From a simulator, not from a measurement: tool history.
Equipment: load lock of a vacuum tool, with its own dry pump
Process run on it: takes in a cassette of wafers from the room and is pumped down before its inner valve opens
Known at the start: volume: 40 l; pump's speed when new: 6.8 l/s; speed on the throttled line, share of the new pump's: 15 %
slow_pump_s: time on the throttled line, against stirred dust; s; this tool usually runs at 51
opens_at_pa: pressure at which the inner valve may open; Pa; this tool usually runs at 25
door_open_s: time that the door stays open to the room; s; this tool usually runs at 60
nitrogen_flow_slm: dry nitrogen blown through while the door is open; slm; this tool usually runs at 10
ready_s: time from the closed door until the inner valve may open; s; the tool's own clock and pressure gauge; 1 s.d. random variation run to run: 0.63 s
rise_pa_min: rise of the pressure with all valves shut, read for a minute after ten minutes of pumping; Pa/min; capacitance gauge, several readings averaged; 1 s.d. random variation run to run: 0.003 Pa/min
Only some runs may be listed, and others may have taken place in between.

run   hour  slow_pump_s  opens_at_pa  door_open_s  nitrogen_flow_slm  incoming humidity of the room's air, %  ready_s  rise_pa_min
  1      0           51           25           60                 10                                      44     92.6        0.035
  2   63.9           51           25           88                 10                                    44.7       91        0.037
  3  103.1           51           30           60                 10                                    44.2     90.9        0.029
  4  182.8           51           25           43                 10                                    46.1       91        0.028
  5  247.4           51           25           60                 23                                    49.2     90.7        0.021
  6  293.5           51           25           60                 23                                    46.5     92.9        0.021
  7  331.9           51           25           60                 23                                    45.9     92.2        0.025
  8  374.8           35           25           60                  9                                    44.3     79.1        0.029
  9  438.7           51           23           60                 10                                      49     92.9        0.031
 10  486.4           63           23          232                 22                                    48.3    103.1        0.043
 11  572.5           63           23          232                 22                                    47.2    102.6        0.053
 12  656.9           55           25          229                 30                                    43.3     94.9        0.035
 13  703.7           51           19           60                 10                                    46.4     94.1        0.034
 14  786.5           51           23           60                 20                                    47.3     92.1        0.023

Forecast each of these 5 alternatives for the next run:
  A  829.9           33           18          135                 20                                    42.2        ?            ?
  B  829.9           51           22           60                 10                                    39.9        ?            ?
  C  829.9           51           25           50                 10                                      41        ?            ?
  D  829.9           51           25          235                 10                                    44.4        ?            ?
  E  829.9           51           32           38                 20                                    46.2        ?            ?

run  ready_s  rise_pa_min
  A     79.1        0.037
  B     93.2         0.03
  C     92.7        0.032
  D     91.9        0.065
  E     89.8        0.017
Without the tool's hidden state the same runs would have given:
run  ready_s  rise_pa_min
  A     79.1        0.037
  B     93.2         0.03
  C     92.7        0.031
  D     91.9        0.064
  E     89.7        0.017
